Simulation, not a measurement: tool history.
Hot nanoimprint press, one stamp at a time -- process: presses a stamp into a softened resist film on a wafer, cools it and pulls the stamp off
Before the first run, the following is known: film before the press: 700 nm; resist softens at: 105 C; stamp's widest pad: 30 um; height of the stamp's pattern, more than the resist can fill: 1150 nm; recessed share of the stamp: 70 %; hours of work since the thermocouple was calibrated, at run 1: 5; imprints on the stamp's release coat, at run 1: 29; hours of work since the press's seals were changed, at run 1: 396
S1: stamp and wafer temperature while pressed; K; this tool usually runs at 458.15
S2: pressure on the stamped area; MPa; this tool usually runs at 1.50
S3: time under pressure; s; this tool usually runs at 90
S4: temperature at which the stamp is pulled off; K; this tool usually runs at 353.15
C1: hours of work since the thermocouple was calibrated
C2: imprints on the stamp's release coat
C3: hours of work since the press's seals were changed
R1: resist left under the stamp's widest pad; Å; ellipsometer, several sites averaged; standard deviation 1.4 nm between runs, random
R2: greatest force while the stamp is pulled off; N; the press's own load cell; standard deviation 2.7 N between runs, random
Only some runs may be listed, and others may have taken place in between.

| run | hour | S1 | S2 | S3 | S4 | C1 | C2 | C3 | R1 | R2 |
|---|---|---|---|---|---|---|---|---|---|---|
| 1 | 0.0 | 458.15 | 1.50 | 90 | 353.15 | 5 | 29 | 396 | 3657 | 129 |
| 2 | 8.9 | 458.15 | 1.50 | 90 | 353.15 | 11 | 71 | 403 | 3654 | 133 |
| 3 | 20.6 | 458.15 | 1.50 | 90 | 353.15 | 20 | 127 | 412 | 3635 | 134 |
| 4 | 27.8 | 459.15 | 1.50 | 90 | 353.15 | 26 | 161 | 417 | 3575 | 135 |
| 5 | 40.8 | 459.15 | 1.50 | 90 | 353.15 | 36 | 223 | 427 | 3531 | 130 |
| 6 | 46.2 | 458.15 | 1.84 | 90 | 353.15 | 40 | 249 | 431 | 3296 | 138 |
| 7 | 57.9 | 469.15 | 1.50 | 90 | 353.15 | 49 | 305 | 440 | 2694 | 138 |
| 8 | 69.9 | 458.15 | 1.50 | 90 | 353.15 | 58 | 362 | 449 | 3644 | 143 |
| 9 | 75.7 | 458.15 | 1.50 | 90 | 353.15 | 62 | 389 | 454 | 3645 | 142 |
| 10 | 81.6 | 458.15 | 1.10 | 90 | 353.15 | 67 | 417 | 458 | 4187 | 141 |
| 11 | 90.3 | 466.15 | 1.10 | 102 | 353.15 | 74 | 459 | 465 | 3290 | 148 |
| 12 | 99.5 | 458.15 | 1.58 | 87 | 344.15 | 81 | 503 | 472 | 3583 | 163 |
|  | 108.5 | stamp cleaned and given a new release coat |
| 13 | 111.5 | 458.15 | 1.75 | 90 | 344.15 | 85 | 14 | 476 | 3381 | 145 |
| 14 | 120.0 | 467.15 | 2.14 | 127 | 345.15 | 92 | 55 | 483 | 2060 | 138 |
| 15 | 132.6 | 446.15 | 1.50 | 90 | 339.15 | 101 | 115 | 493 | 4995 | 148 |
| 16 | 142.2 | 446.15 | 1.50 | 90 | 339.15 | 109 | 160 | 500 | 4969 | 156 |
| 17 | 151.5 | 446.15 | 1.50 | 90 | 339.15 | 116 | 205 | 507 | 4994 | 155 |

Alternative continuations, all from the tool just after run 17; predict every row:
| A | 159.0 | 451.15 | 1.50 | 111 | 353.15 | 121 | 240 | 513 | ? | ? |
| B | 159.0 | 446.15 | 1.50 | 90 | 357.15 | 121 | 240 | 513 | ? | ? |
| C | 159.0 | 446.15 | 1.50 | 88 | 359.15 | 121 | 240 | 513 | ? | ? |
| D | 159.0 | 453.15 | 1.35 | 90 | 346.15 | 121 | 240 | 513 | ? | ? |
| E | 159.0 | 458.15 | 1.50 | 90 | 338.15 | 121 | 240 | 513 | ? | ? |

| run | R1 | R2 |
|---|---|---|
| A | 4146 | 134 |
| B | 4953 | 133 |
| C | 5003 | 131 |
| D | 4334 | 150 |
| E | 3639 | 159 |
The same runs, with their run-to-run variation unchanged, on a tool lacking any hidden condition would have given:
| run | R1 | R2 |
|---|---|---|
| A | 4119 | 124 |
| B | 4930 | 124 |
| C | 4980 | 121 |
| D | 4312 | 139 |
| E | 3611 | 148 |
